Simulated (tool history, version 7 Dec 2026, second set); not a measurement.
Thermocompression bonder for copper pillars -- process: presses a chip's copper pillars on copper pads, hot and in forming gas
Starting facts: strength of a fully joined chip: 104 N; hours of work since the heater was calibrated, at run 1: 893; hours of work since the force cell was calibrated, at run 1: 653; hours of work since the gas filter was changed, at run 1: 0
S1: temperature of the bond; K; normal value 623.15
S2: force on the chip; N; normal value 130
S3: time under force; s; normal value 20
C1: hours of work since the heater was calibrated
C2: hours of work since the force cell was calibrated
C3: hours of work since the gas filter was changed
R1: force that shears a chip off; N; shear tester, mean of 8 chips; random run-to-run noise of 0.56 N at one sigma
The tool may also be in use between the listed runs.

| run | hour | S1 | S2 | S3 | C1 | C2 | C3 | R1 |
|---|---|---|---|---|---|---|---|---|
| 1 | 0 | 623.15 | 130 | 20 | 893 | 653 | 0 | 61.1 |
| 2 | 53.5 | 623.15 | 130 | 20 | 919 | 679 | 26 | 60 |
| 3 | 80.8 | 623.15 | 130 | 20 | 932 | 692 | 39 | 59.7 |
|  | 95.7 | heater calibrated with a thermocouple chip |
| 4 | 115.9 | 623.15 | 130 | 20 | 10 | 708 | 55 | 60.2 |
| 5 | 164.6 | 623.15 | 130 | 20 | 33 | 732 | 79 | 59.9 |
| 6 | 200.1 | 623.15 | 132 | 20 | 51 | 749 | 96 | 61.7 |
| 7 | 235.5 | 623.15 | 132 | 20 | 68 | 766 | 113 | 59.8 |
| 8 | 293 | 623.15 | 132 | 20 | 95 | 794 | 141 | 59.6 |
| 9 | 328.1 | 623.15 | 130 | 38 | 112 | 811 | 158 | 72.9 |
|  | 343.2 | forming gas filter changed |
| 10 | 389.1 | 623.15 | 109 | 38 | 142 | 840 | 22 | 63.3 |
| 11 | 419.7 | 623.15 | 181 | 20 | 157 | 855 | 37 | 77 |
| 12 | 449.1 | 623.15 | 181 | 20 | 171 | 869 | 51 | 77.7 |
| 13 | 483.1 | 623.15 | 85 | 20 | 187 | 886 | 68 | 39.6 |
| 14 | 518.3 | 627.15 | 130 | 20 | 204 | 903 | 85 | 61.5 |
| 15 | 549.5 | 627.15 | 130 | 20 | 219 | 918 | 100 | 60.5 |
| 16 | 597.2 | 627.15 | 130 | 52 | 242 | 941 | 123 | 79.6 |
| 17 | 627.5 | 627.15 | 109 | 52 | 257 | 956 | 138 | 70.7 |
| 18 | 666.5 | 649.15 | 109 | 51 | 276 | 975 | 156 | 80 |
|  | 683.7 | forming gas filter changed |
| 19 | 717.7 | 649.15 | 109 | 51 | 300 | 999 | 16 | 78.7 |
| 20 | 779.4 | 617.15 | 109 | 51 | 330 | 1029 | 46 | 65.8 |
| 21 | 810.5 | 612.15 | 130 | 20 | 345 | 1044 | 61 | 55.1 |
| 22 | 835.5 | 635.15 | 178 | 37 | 357 | 1056 | 73 | 89.8 |
| 23 | 877.7 | 623.15 | 130 | 26 | 378 | 1076 | 94 | 65.3 |
| 24 | 931 | 623.15 | 130 | 26 | 404 | 1102 | 120 | 63.5 |
| 25 | 990 | 619.15 | 130 | 16 | 432 | 1131 | 148 | 54.7 |
|  | 1025.3 | forming gas filter changed |
| 26 | 1039.9 | 619.15 | 130 | 16 | 456 | 1155 | 7 | 53.9 |
| 27 | 1083.5 | 607.15 | 79 | 14 | 477 | 1176 | 28 | 26.6 |
| 28 | 1139.1 | 623.15 | 128 | 20 | 504 | 1203 | 55 | 59.3 |
| 29 | 1199 | 623.15 | 128 | 20 | 533 | 1232 | 84 | 58.9 |

Below are 4 alternative next runs, each starting from the tool's condition after run 29. Predict each:
| A | 1255.4 | 649.15 | 130 | 47 | 560 | 1259 | 111 | ? |
| B | 1255.4 | 651.15 | 137 | 36 | 560 | 1259 | 111 | ? |
| C | 1255.4 | 604.15 | 130 | 32 | 560 | 1259 | 111 | ? |
| D | 1255.4 | 651.15 | 130 | 19 | 560 | 1259 | 111 | ? |

| run | R1 |
|---|---|
| A | 86.1 |
| B | 86 |
| C | 59.4 |
| D | 70.8 |
Had the tool no hidden state, the same runs would have come out as:
| run | R1 |
|---|---|
| A | 86.4 |
| B | 86.4 |
| C | 59.8 |
| D | 71.1 |

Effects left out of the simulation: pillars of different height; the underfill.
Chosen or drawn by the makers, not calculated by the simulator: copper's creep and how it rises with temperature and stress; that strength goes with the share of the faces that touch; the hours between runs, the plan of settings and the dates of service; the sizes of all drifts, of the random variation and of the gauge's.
